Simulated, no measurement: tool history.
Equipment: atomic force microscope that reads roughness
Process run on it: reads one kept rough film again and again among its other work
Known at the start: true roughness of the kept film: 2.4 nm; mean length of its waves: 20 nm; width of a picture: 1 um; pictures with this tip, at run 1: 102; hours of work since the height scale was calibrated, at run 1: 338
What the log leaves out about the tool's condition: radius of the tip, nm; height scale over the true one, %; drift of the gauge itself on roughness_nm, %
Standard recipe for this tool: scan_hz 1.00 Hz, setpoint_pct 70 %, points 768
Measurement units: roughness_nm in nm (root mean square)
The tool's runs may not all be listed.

| run | hour | scan_hz | setpoint_pct | points | pictures with this tip | hours of work since the height scale was calibrated | roughness_nm |
|---|---|---|---|---|---|---|---|
| 1 | 0.0 | 1.00 | 70 | 768 | 102 | 338 | 1.500 |
| 2 | 15.0 | 1.00 | 70 | 768 | 119 | 346 | 1.455 |
| 3 | 30.4 | 1.00 | 77 | 768 | 137 | 353 | 1.382 |
| 4 | 40.3 | 1.00 | 77 | 768 | 148 | 358 | 1.350 |
| 5 | 55.0 | 1.00 | 77 | 768 | 165 | 366 | 1.326 |
| 6 | 64.1 | 1.00 | 77 | 768 | 176 | 370 | 1.283 |
| 7 | 79.2 | 1.00 | 77 | 768 | 193 | 378 | 1.257 |
| 8 | 88.3 | 1.49 | 70 | 768 | 204 | 382 | 1.249 |
|  | 98.9 | new tip fitted |
| 9 | 102.5 | 1.49 | 70 | 768 | 4 | 389 | 1.745 |
| 10 | 114.1 | 1.49 | 70 | 768 | 18 | 395 | 1.685 |
| 11 | 123.0 | 1.49 | 70 | 768 | 28 | 399 | 1.670 |
| 12 | 132.8 | 1.49 | 70 | 768 | 39 | 404 | 1.610 |
| 13 | 140.4 | 0.89 | 70 | 768 | 48 | 408 | 1.645 |
| 14 | 152.6 | 0.89 | 70 | 768 | 62 | 414 | 1.590 |
| 15 | 160.0 | 1.00 | 70 | 693 | 70 | 418 | 1.552 |
| 16 | 170.0 | 1.00 | 70 | 693 | 82 | 423 | 1.525 |
| 17 | 178.8 | 1.00 | 70 | 693 | 92 | 427 | 1.505 |
| 18 | 192.8 | 1.00 | 82 | 775 | 108 | 434 | 1.387 |
| 19 | 209.0 | 1.00 | 65 | 941 | 127 | 442 | 1.428 |
| 20 | 216.8 | 1.00 | 65 | 941 | 136 | 446 | 1.401 |
| 21 | 224.9 | 1.00 | 65 | 941 | 145 | 450 | 1.379 |
| 22 | 241.5 | 1.00 | 65 | 941 | 164 | 458 | 1.345 |
| 23 | 253.0 | 1.00 | 65 | 941 | 178 | 464 | 1.314 |
| 24 | 265.0 | 1.96 | 68 | 390 | 191 | 470 | 1.205 |
| 25 | 276.9 | 1.92 | 61 | 274 | 205 | 476 | 1.197 |
|  | 285.8 | new tip fitted |
| 26 | 289.0 | 3.74 | 62 | 657 | 4 | 482 | 1.698 |
| 27 | 301.5 | 3.74 | 62 | 720 | 18 | 488 | 1.658 |
| 28 | 315.0 | 3.74 | 62 | 720 | 33 | 495 | 1.611 |
| 29 | 328.0 | 3.74 | 62 | 720 | 48 | 501 | 1.569 |
| 30 | 341.9 | 3.74 | 86 | 434 | 64 | 508 | 1.162 |

Alternative continuations, all from the tool just after run 30; predict every row:
| A | 351.1 | 3.09 | 86 | 434 | 75 | 513 | ? |
| B | 351.1 | 1.00 | 69 | 768 | 75 | 513 | ? |
| C | 351.1 | 3.30 | 86 | 603 | 75 | 513 | ? |

| run | roughness_nm |
|---|---|
| A | 1.199 |
| B | 1.589 |
| C | 1.190 |
Without the tool's hidden state the same runs would have given:
| run | roughness_nm |
|---|---|
| A | 1.383 |
| B | 1.833 |
| C | 1.371 |
